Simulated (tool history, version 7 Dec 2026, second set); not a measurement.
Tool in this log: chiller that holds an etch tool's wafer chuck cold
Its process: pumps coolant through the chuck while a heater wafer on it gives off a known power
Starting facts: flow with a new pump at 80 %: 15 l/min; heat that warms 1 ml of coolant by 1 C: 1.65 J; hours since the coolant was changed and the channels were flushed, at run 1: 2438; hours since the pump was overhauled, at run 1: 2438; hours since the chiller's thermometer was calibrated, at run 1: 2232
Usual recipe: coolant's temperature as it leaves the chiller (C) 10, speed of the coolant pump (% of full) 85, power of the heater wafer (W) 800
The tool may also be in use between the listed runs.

run	hour	coolant's temperature as it leaves the chiller (C)	speed of the coolant pump (% of full)	power of the heater wafer (W)	hours since the coolant was changed and the channels were flushed	hours since the pump was overhauled	hours since the chiller's thermometer was calibrated	chuck's temperature once it has settled (C)	how much warmer the coolant comes back (C)
1	0	10	85	800	2438	2438	2232	21.5	1.97
2	39.8	6	85	800	2477	2477	2272	17.2	2.01
3	113.4	6	85	800	2551	2551	2345	17.4	2.01
4	163.2	6	85	800	2601	2601	2395	17.5	2.03
5	230.9	6	85	800	2668	2668	2463	17.6	1.96
6	283.3	6	85	800	2721	2721	2515	17.8	2
7	328.8	6	85	800	2766	2766	2561	17.7	2.01
8	417.4	6	85	800	2855	2855	2649	17.7	1.97
9	491.8	6	85	800	2929	2929	2724	17.8	2.03
10	542.3	6	85	800	2980	2980	2774	17.9	2.05
11	596.4	6	85	800	3034	3034	2828	18	2.02
12	645.3	6	85	800	3083	3083	2877	18.1	2.06
13	695.7	6	85	800	3133	3133	2928	18	2.03
14	773.9	10	85	800	3211	3211	3006	22.3	2.02
15	813.6	10	85	800	3251	3251	3046	22.2	2.06
16	875.2	3	85	800	3313	3313	3107	15.3	2.08
17	919.1	10	67	925	3357	3357	3151	26.3	3.11
18	992.2	17	84	487	3430	3430	3224	24.7	1.31
19	1055.7	10	94	547	3493	3493	3288	18.3	1.26
20	1097.9	1	72	950	3536	3536	3330	17.4	2.99
21	1139.1	13	100	947	3577	3577	3371	26.6	2.02
22	1198.5	13	100	947	3636	3636	3430	26.4	2.04
23	1265	7	100	947	3703	3703	3497	20.6	2.05
24	1346.7	3	85	917	3784	3784	3579	17.8	2.39
25	1430.4	14	88	800	3868	3868	3662	26.7	1.99
26	1477.9	14	88	800	3916	3916	3710	26.9	2
27	1552.9	16	85	484	3991	3991	3785	24.3	1.33
28	1641.1	16	85	484	4079	4079	3873	24.2	1.24
29	1712.6	0	85	645	4150	4150	3945	10.9	1.66
# hour 1772.1: coolant changed, channels flushed
# hour 1784.8: coolant pump overhauled
30	1794.1	0	74	615	17	9	4015	8.2	1.64
31	1835.4	10	97	467	58	51	4056	15.5	0.91
32	1893.1	10	85	1134	116	108	4114	23.8	2.61

Results per run with the tool's hidden condition removed, run-to-run variation unchanged:
Hidden state at play: heat passed by the chuck's channels, % of clean ones'; flow at a given pump speed, % of a new pump's; coolant's true temperature over the reading, C; drift of the gauge itself on chuck_c, C; drift of the gauge itself on warmer_back_c, C.
run	chuck's temperature once it has settled (C)	how much warmer the coolant comes back (C)
1	19.3	1.79
2	15	1.84
3	15.1	1.82
4	15.1	1.85
5	15.2	1.77
6	15.3	1.81
7	15.1	1.81
8	15.1	1.77
9	15	1.81
10	15.2	1.84
11	15.1	1.8
12	15.2	1.83
13	15	1.8
14	19.3	1.79
15	19.1	1.82
16	12.2	1.84
17	22.2	2.73
18	22.5	1.15
19	15.9	1.11
20	13	2.61
21	22.9	1.75
22	22.6	1.77
23	16.7	1.78
24	13.6	2.07
25	22.9	1.72
26	23.1	1.72
27	21.7	1.14
28	21.5	1.05
29	7.4	1.41
30	7.6	1.63
31	14.9	0.91
32	23	2.6

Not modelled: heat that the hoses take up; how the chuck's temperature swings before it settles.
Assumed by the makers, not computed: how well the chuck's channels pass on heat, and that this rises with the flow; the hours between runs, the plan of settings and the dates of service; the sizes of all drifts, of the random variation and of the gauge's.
